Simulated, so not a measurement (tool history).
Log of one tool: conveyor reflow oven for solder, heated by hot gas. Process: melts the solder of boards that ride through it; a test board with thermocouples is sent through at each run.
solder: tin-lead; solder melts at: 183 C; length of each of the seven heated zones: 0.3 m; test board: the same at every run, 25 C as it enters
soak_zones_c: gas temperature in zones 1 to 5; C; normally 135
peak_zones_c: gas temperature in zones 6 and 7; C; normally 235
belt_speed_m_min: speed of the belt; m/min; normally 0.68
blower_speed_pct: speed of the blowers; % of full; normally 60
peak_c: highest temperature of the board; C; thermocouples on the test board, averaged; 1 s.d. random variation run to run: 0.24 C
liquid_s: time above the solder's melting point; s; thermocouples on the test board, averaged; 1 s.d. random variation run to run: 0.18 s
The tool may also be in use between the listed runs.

{"run": 1, "hour": 0.0, "soak_zones_c": 135, "peak_zones_c": 235, "belt_speed_m_min": 0.68, "blower_speed_pct": 60, "peak_c": 216.6, "liquid_s": 38.4}
{"run": 2, "hour": 39.5, "soak_zones_c": 135, "peak_zones_c": 235, "belt_speed_m_min": 0.68, "blower_speed_pct": 60, "peak_c": 216.5, "liquid_s": 38.6}
{"run": 3, "hour": 67.8, "soak_zones_c": 135, "peak_zones_c": 235, "belt_speed_m_min": 0.68, "blower_speed_pct": 60, "peak_c": 216.4, "liquid_s": 38.5}
{"run": 4, "hour": 101.9, "soak_zones_c": 135, "peak_zones_c": 235, "belt_speed_m_min": 0.68, "blower_speed_pct": 60, "peak_c": 216.1, "liquid_s": 38.4}
{"run": 5, "hour": 132.0, "soak_zones_c": 141, "peak_zones_c": 235, "belt_speed_m_min": 0.68, "blower_speed_pct": 60, "peak_c": 217.5, "liquid_s": 40.4}
{"hour": 171.2, "done": "flux residue cleaned out of gas plates and filters"}
{"run": 6, "hour": 180.2, "soak_zones_c": 141, "peak_zones_c": 238, "belt_speed_m_min": 0.68, "blower_speed_pct": 60, "peak_c": 218.8, "liquid_s": 41.1}
{"run": 7, "hour": 217.2, "soak_zones_c": 141, "peak_zones_c": 238, "belt_speed_m_min": 0.68, "blower_speed_pct": 60, "peak_c": 218.9, "liquid_s": 41}
{"run": 8, "hour": 244.2, "soak_zones_c": 124, "peak_zones_c": 238, "belt_speed_m_min": 0.547, "blower_speed_pct": 60, "peak_c": 223, "liquid_s": 49.9}
{"hour": 280.4, "done": "flux residue cleaned out of gas plates and filters, once more"}
{"run": 9, "hour": 280.4, "soak_zones_c": 124, "peak_zones_c": 238, "belt_speed_m_min": 0.547, "blower_speed_pct": 60, "peak_c": 225.3, "liquid_s": 51.5}
{"run": 10, "hour": 329.1, "soak_zones_c": 124, "peak_zones_c": 238, "belt_speed_m_min": 0.547, "blower_speed_pct": 60, "peak_c": 225.2, "liquid_s": 51.2}
{"run": 11, "hour": 354.7, "soak_zones_c": 124, "peak_zones_c": 238, "belt_speed_m_min": 0.547, "blower_speed_pct": 60, "peak_c": 224.9, "liquid_s": 51.3}

Here are 3 independent what-if runs from the current tool condition. What would each one return?
{"run": "A", "hour": 389.4, "soak_zones_c": 128, "peak_zones_c": 235, "belt_speed_m_min": 0.555, "blower_speed_pct": 75, "peak_c": "?", "liquid_s": "?"}
{"run": "B", "hour": 389.4, "soak_zones_c": 135, "peak_zones_c": 235, "belt_speed_m_min": 0.757, "blower_speed_pct": 60, "peak_c": "?", "liquid_s": "?"}
{"run": "C", "hour": 389.4, "soak_zones_c": 127, "peak_zones_c": 238, "belt_speed_m_min": 0.547, "blower_speed_pct": 87, "peak_c": "?", "liquid_s": "?"}

run=A peak_c=224.8 liquid_s=51.7
run=B peak_c=212.9 liquid_s=32
run=C peak_c=228.9 liquid_s=54.4
Had the tool no hidden state, the same runs would have come out as:
run=A peak_c=225.5 liquid_s=51.9
run=B peak_c=213.7 liquid_s=32.3
run=C peak_c=229.7 liquid_s=54.5
